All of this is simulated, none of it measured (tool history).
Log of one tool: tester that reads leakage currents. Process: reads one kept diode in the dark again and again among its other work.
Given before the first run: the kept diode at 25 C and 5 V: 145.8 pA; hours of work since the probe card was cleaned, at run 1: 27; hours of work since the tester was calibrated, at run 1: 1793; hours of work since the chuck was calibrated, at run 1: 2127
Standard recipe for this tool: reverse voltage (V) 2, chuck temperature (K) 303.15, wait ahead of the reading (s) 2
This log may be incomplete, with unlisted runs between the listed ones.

run	day	reverse voltage (V)	chuck temperature (K)	wait ahead of the reading (s)	hours of work since the probe card was cleaned	hours of work since the tester was calibrated	hours of work since the chuck was calibrated	current that the tester gives (pA)
1	0	2	303.15	2	27	1793	2127	153.66
2	2.792	2	303.15	2	75	1841	2175	152.8
3	4.575	2	303.15	2	105	1871	2206	153.36
4	6.6	2	303.15	2	140	1906	2241	154.15
5	8.35	2	303.15	2	170	1936	2271	153.07
6	9.629	2	303.15	2	192	1958	2293	154.42
7	12.079	2	303.15	0.97	235	2001	2335	154.61
8	13.617	2	303.15	0.97	261	2027	2362	154.8
# day 15.362: chuck's temperature calibrated
9	15.621	3.1	303.15	2	294	2060	5	182.7
10	18.329	2	303.15	2	341	2107	51	146.56
11	19.938	3.65	303.15	2	369	2135	79	198.7
12	22.808	3.65	303.15	2	418	2184	128	198.68
13	25.592	3.65	303.15	1.5	466	2232	176	198.54
14	27.354	2	303.15	2	496	2262	207	147.12
15	28.588	2	303.15	2	518	2284	228	147.14
16	30.879	2	303.15	2	557	2323	267	146.83
17	33.717	2	303.15	2	606	2372	316	147.26
18	36.021	2	318.15	0.73	646	2412	356	527.37
19	37.429	2	318.15	0.73	670	2436	380	528.26
20	38.879	3.24	305.15	0.73	695	2461	405	225
21	41.538	3.24	305.15	0.73	741	2507	451	224.99
22	43.446	2.97	298.15	0.73	773	2540	484	115.18
23	44.946	2.16	300.15	8.15	799	2565	510	118.02
24	46.246	2.16	300.15	8.15	822	2588	532	118.28
25	47.579	2.16	300.15	8.15	845	2611	555	118.04
26	48.779	2.16	300.15	8.15	865	2631	576	118.35
27	51.462	1	303.15	0.55	912	2678	622	105.17
28	54.258	1	303.15	0.55	960	2726	670	105.39
29	56.642	1.54	315.15	2	1001	2767	711	366
30	59.279	5.9	317.15	2	1046	2812	756	839.12
31	61.775	1.42	317.15	1.71	1089	2855	800	413.22
32	63.358	4.15	331.15	1.19	1116	2883	827	2114.52
33	65.954	2	300.15	8.17	1161	2927	872	115.07
34	67.996	4.41	297.15	2	1196	2962	907	131.65

Branching from run 34: 3 alternative next runs. What would each branch give?
A	69.933	10.69	310.15	2.38	1230	2996	940	?
B	69.933	1.52	296.15	1.67	1230	2996	940	?
C	69.933	1.23	326.15	8.38	1230	2996	940	?

run	current that the tester gives (pA)
A	639.58
B	69.82
C	786.74
With the hidden condition removed and each run's random variation left untouched, the same runs would have given:
run	current that the tester gives (pA)
A	618.05
B	66.98
C	772.93

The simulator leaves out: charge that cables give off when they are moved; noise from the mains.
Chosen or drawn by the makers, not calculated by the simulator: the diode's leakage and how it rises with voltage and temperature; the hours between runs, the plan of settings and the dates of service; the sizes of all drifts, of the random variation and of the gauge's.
